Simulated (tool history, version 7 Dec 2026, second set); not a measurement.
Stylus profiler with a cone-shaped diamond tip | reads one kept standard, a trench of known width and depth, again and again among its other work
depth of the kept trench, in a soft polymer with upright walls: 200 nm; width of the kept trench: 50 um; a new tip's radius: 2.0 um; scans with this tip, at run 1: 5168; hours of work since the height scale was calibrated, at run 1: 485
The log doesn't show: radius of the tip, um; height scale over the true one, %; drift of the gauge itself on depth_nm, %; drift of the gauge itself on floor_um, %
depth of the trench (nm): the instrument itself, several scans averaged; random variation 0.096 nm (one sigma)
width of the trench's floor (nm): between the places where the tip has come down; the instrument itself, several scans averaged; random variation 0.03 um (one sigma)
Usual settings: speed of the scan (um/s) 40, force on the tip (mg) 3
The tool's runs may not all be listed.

| run | hour | speed of the scan (um/s) | force on the tip (mg) | scans with this tip | hours of work since the height scale was calibrated | depth of the trench (nm) | width of the trench's floor (nm) |
|---|---|---|---|---|---|---|---|
| 1 | 0 | 40 | 3 | 5168 | 485 | 202.01 | 47900 |
| 2 | 19.2 | 40 | 1.69 | 5317 | 499 | 201.42 | 47800 |
| 3 | 44.4 | 40 | 1.69 | 5513 | 518 | 201.62 | 47870 |
| 4 | 58.4 | 40 | 1.69 | 5622 | 528 | 201.47 | 47890 |
| 5 | 77.5 | 40 | 2.96 | 5771 | 542 | 201.94 | 47920 |
| 6 | 101.8 | 40 | 2.96 | 5960 | 560 | 201.97 | 47840 |
| 7 | 112.9 | 40 | 2.96 | 6046 | 568 | 202.15 | 47930 |
| 8 | 125.9 | 40 | 2.96 | 6147 | 577 | 202.1 | 47850 |
| 9 | 147.9 | 40 | 2.96 | 6318 | 593 | 202.13 | 47830 |
| 10 | 160.6 | 40 | 2.96 | 6418 | 603 | 201.83 | 47870 |
| 11 | 185.9 | 40 | 4.54 | 6614 | 621 | 202.57 | 47960 |
| 12 | 204.4 | 40 | 8.17 | 6758 | 635 | 203.54 | 47940 |
| 13 | 225 | 40 | 8.17 | 6918 | 650 | 203.4 | 47980 |
| 14 | 250 | 40 | 8.17 | 7113 | 668 | 203.67 | 48020 |
| 15 | 273.5 | 40 | 8.17 | 7296 | 685 | 203.57 | 47970 |
| 16 | 297.4 | 40 | 8.17 | 7482 | 703 | 203.68 | 47960 |
| 17 | 312.7 | 40 | 8.17 | 7601 | 714 | 203.74 | 47860 |
| 18 | 324.4 | 40 | 8.17 | 7691 | 722 | 203.75 | 47880 |
| 19 | 346.1 | 40 | 8.17 | 7861 | 738 | 203.74 | 47900 |
| 20 | 369.8 | 40 | 3 | 8045 | 756 | 201.92 | 47780 |
| 21 | 385.2 | 40 | 3 | 8165 | 767 | 202.18 | 47840 |
| 22 | 404.2 | 40 | 3 | 8313 | 781 | 202.12 | 47760 |
| 23 | 418.1 | 40 | 7.03 | 8421 | 791 | 203.35 | 47880 |

Run 24 comes next. What will it give?
| 24 | 441.9 | 40 | 7.03 | 8606 | 808 | ? | ? |

depth of the trench (nm): 203.67
width of the trench's floor (nm): 47890
Without the tool's hidden state the same run would have given depth of the trench (nm) 203.01, width of the trench's floor (nm) 48140.

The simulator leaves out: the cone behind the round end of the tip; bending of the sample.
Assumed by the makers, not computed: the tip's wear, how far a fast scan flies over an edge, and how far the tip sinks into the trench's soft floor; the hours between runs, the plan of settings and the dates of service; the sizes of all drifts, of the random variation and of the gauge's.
